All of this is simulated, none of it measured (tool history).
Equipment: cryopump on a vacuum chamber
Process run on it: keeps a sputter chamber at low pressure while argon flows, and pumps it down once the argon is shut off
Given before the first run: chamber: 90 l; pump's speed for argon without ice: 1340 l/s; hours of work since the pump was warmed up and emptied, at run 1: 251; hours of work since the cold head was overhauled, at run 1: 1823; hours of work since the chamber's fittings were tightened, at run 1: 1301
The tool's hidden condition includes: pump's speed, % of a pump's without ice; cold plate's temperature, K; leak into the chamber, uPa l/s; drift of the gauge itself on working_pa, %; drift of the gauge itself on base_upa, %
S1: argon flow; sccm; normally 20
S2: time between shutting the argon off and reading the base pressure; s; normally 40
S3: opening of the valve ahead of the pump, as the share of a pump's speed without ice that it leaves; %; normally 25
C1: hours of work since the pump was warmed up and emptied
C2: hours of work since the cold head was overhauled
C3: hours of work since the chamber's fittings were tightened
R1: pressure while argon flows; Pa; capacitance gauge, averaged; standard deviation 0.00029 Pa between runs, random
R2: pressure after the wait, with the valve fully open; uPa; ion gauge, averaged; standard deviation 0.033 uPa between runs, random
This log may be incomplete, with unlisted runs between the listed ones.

{"run": 1, "hour": 0.0, "S1": 20, "S2": 40, "S3": 25, "C1": 251, "C2": 1823, "C3": 1301, "R1": 0.1028, "R2": 3.96}
{"run": 2, "hour": 32.7, "S1": 20, "S2": 40, "S3": 25, "C1": 279, "C2": 1851, "C3": 1329, "R1": 0.1025, "R2": 4.08}
{"run": 3, "hour": 84.9, "S1": 20, "S2": 40, "S3": 25, "C1": 323, "C2": 1895, "C3": 1374, "R1": 0.1038, "R2": 4.1}
{"run": 4, "hour": 153.6, "S1": 20, "S2": 40, "S3": 25, "C1": 382, "C2": 1954, "C3": 1432, "R1": 0.1037, "R2": 4.25}
{"run": 5, "hour": 192.5, "S1": 20, "S2": 40, "S3": 25, "C1": 415, "C2": 1987, "C3": 1466, "R1": 0.1038, "R2": 4.25}
{"run": 6, "hour": 256.8, "S1": 20, "S2": 40, "S3": 55, "C1": 470, "C2": 2042, "C3": 1520, "R1": 0.0495, "R2": 4.48}
{"hour": 290.4, "done": "pump warmed up, emptied and cooled again"}
{"run": 7, "hour": 322.8, "S1": 20, "S2": 40, "S3": 55, "C1": 28, "C2": 2094, "C3": 1573, "R1": 0.0462, "R2": 4.15}
{"run": 8, "hour": 376.4, "S1": 20, "S2": 30, "S3": 25, "C1": 73, "C2": 2140, "C3": 1618, "R1": 0.1015, "R2": 4.82}
{"run": 9, "hour": 409.3, "S1": 20, "S2": 40, "S3": 16, "C1": 101, "C2": 2168, "C3": 1646, "R1": 0.1589, "R2": 4.5}
{"hour": 426.7, "done": "leaking fittings of the chamber tightened, without venting"}
{"run": 10, "hour": 467.1, "S1": 9, "S2": 40, "S3": 16, "C1": 149, "C2": 2216, "C3": 34, "R1": 0.072, "R2": 1.87}
{"run": 11, "hour": 531.4, "S1": 9, "S2": 40, "S3": 16, "C1": 204, "C2": 2271, "C3": 89, "R1": 0.0717, "R2": 1.97}
{"run": 12, "hour": 564.9, "S1": 9, "S2": 40, "S3": 16, "C1": 233, "C2": 2299, "C3": 118, "R1": 0.0722, "R2": 2.05}
{"run": 13, "hour": 608.8, "S1": 10, "S2": 40, "S3": 16, "C1": 270, "C2": 2337, "C3": 155, "R1": 0.08, "R2": 2.13}
{"run": 14, "hour": 664.1, "S1": 10, "S2": 160, "S3": 16, "C1": 317, "C2": 2384, "C3": 203, "R1": 0.0803, "R2": 1.02}
{"run": 15, "hour": 716.0, "S1": 10, "S2": 160, "S3": 16, "C1": 362, "C2": 2428, "C3": 247, "R1": 0.0804, "R2": 1.09}
{"run": 16, "hour": 764.8, "S1": 10, "S2": 220, "S3": 19, "C1": 403, "C2": 2470, "C3": 289, "R1": 0.0681, "R2": 1.07}
{"run": 17, "hour": 806.5, "S1": 10, "S2": 220, "S3": 19, "C1": 439, "C2": 2505, "C3": 324, "R1": 0.0681, "R2": 1.19}
{"run": 18, "hour": 841.5, "S1": 10, "S2": 220, "S3": 51, "C1": 469, "C2": 2535, "C3": 354, "R1": 0.0266, "R2": 1.16}
{"run": 19, "hour": 870.9, "S1": 10, "S2": 220, "S3": 51, "C1": 494, "C2": 2560, "C3": 379, "R1": 0.0268, "R2": 1.27}
{"hour": 878.9, "done": "pump warmed up, emptied and cooled again"}
{"run": 20, "hour": 944.6, "S1": 20, "S2": 137, "S3": 51, "C1": 56, "C2": 2619, "C3": 438, "R1": 0.0499, "R2": 1.41}
{"run": 21, "hour": 979.3, "S1": 17, "S2": 124, "S3": 25, "C1": 86, "C2": 2649, "C3": 468, "R1": 0.0868, "R2": 1.53}
{"run": 22, "hour": 1028.6, "S1": 36, "S2": 166, "S3": 16, "C1": 128, "C2": 2691, "C3": 510, "R1": 0.2862, "R2": 1.54}
{"run": 23, "hour": 1071.9, "S1": 13, "S2": 166, "S3": 50, "C1": 165, "C2": 2728, "C3": 547, "R1": 0.0336, "R2": 1.57}
{"run": 24, "hour": 1106.7, "S1": 13, "S2": 166, "S3": 50, "C1": 195, "C2": 2758, "C3": 576, "R1": 0.0342, "R2": 1.66}

Consider 4 possible next runs. They are alternatives, not a sequence: every one starts from the tool as it was left by run 24. What does each give?
{"run": "A", "hour": 1167.7, "S1": 37, "S2": 189, "S3": 50, "C1": 247, "C2": 2810, "C3": 628, "R1": "?", "R2": "?"}
{"run": "B", "hour": 1167.7, "S1": 16, "S2": 30, "S3": 50, "C1": 247, "C2": 2810, "C3": 628, "R1": "?", "R2": "?"}
{"run": "C", "hour": 1167.7, "S1": 20, "S2": 40, "S3": 18, "C1": 247, "C2": 2810, "C3": 628, "R1": "?", "R2": "?"}
{"run": "D", "hour": 1167.7, "S1": 13, "S2": 43, "S3": 50, "C1": 247, "C2": 2810, "C3": 628, "R1": "?", "R2": "?"}

run=A R1=0.0978 R2=1.66
run=B R1=0.042 R2=3.56
run=C R1=0.1413 R2=2.92
run=D R1=0.0338 R2=2.84
What these runs would have given with no unlogged condition in the tool:
run=A R1=0.0941 R2=0.53
run=B R1=0.0405 R2=2.37
run=C R1=0.1393 R2=1.8
run=D R1=0.0325 R2=1.69

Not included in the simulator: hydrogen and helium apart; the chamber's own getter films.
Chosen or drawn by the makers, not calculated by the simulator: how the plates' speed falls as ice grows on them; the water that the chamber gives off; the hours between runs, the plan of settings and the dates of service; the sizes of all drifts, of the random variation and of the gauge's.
